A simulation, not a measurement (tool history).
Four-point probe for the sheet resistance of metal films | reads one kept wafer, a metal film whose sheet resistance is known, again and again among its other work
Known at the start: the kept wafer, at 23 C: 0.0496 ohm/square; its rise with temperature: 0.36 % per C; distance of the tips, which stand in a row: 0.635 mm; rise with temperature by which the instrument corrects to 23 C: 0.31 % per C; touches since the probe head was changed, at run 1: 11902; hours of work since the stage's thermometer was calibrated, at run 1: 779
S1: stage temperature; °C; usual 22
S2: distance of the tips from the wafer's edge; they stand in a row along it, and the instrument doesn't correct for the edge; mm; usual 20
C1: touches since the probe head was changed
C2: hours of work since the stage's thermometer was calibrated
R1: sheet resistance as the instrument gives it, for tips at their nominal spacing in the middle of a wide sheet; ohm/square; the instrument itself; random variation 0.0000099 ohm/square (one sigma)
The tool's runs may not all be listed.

run	day	S1	S2	C1	C2	R1
1	0.000	22	20	11902	779	0.049826
2	1.308	22	20	12272	792	0.049824
3	2.825	22	20	12699	807	0.049824
4	3.696	22	9	12945	815	0.049942
# day 3.838: stage's thermometer calibrated
5	5.088	22	9	13332	12	0.049939
6	6.042	23	20	13602	22	0.049849
7	7.154	23	20	13915	33	0.049896
8	8.388	32	4	14263	45	0.050749
9	10.208	21	41	14778	63	0.049769
10	12.058	21	41	15299	82	0.049786
11	12.917	31	5	15541	90	0.050476
# day 13.700: stage's thermometer calibrated, once more
12	14.204	29	5	15899	5	0.050453

Forecast each of these 5 alternatives for the next run:
A	15.988	22	7	16403	23	?
B	15.988	28	49	16403	23	?
C	15.988	23	4	16403	23	?
D	15.988	29	12	16403	23	?
E	15.988	20	24	16403	23	?

run	R1
A	0.050020
B	0.049988
C	0.050503
D	0.050084
E	0.049769
Without the tool's hidden state the same runs would have given:
run	R1
A	0.049777
B	0.049745
C	0.050258
D	0.049841
E	0.049527
